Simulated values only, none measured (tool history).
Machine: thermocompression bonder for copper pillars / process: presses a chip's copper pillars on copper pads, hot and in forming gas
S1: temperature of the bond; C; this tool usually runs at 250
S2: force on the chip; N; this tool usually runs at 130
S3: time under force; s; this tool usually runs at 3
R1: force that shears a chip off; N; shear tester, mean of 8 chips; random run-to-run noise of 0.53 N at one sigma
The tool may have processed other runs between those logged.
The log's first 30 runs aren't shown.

run 31 hour=451.4 | S1=254 S2=149 S3=2 | R1=49.3
run 32 hour=461.7 | S1=228 S2=140 S3=5 | R1=51.1
run 33 hour=478.5 | S1=261 S2=140 S3=2 | R1=50.0
run 34 hour=497.0 | S1=261 S2=140 S3=2 | R1=51.1
run 35 hour=511.4 | S1=224 S2=140 S3=4 | R1=45.0
run 36 hour=531.2 | S1=250 S2=188 S3=8 | R1=73.5
run 37 hour=550.6 | S1=250 S2=164 S3=6 | R1=66.2
run 38 hour=570.9 | S1=250 S2=164 S3=6 | R1=66.0
run 39 hour=581.0 | S1=252 S2=96 S3=5 | R1=50.8

Forecast each of these 4 alternatives for the next run:
run A hour=595.6 | S1=239 S2=165 S3=5 | R1=?
run B hour=595.6 | S1=247 S2=133 S3=3 | R1=?
run C hour=595.6 | S1=250 S2=103 S3=8 | R1=?
run D hour=595.6 | S1=250 S2=130 S3=7 | R1=?

run=A R1=59.7
run=B R1=49.9
run=C R1=58.7
run=D R1=62.1
With no hidden state in the tool, these same runs would have given:
run=A R1=66.5
run=B R1=55.6
run=C R1=65.4
run=D R1=69.1
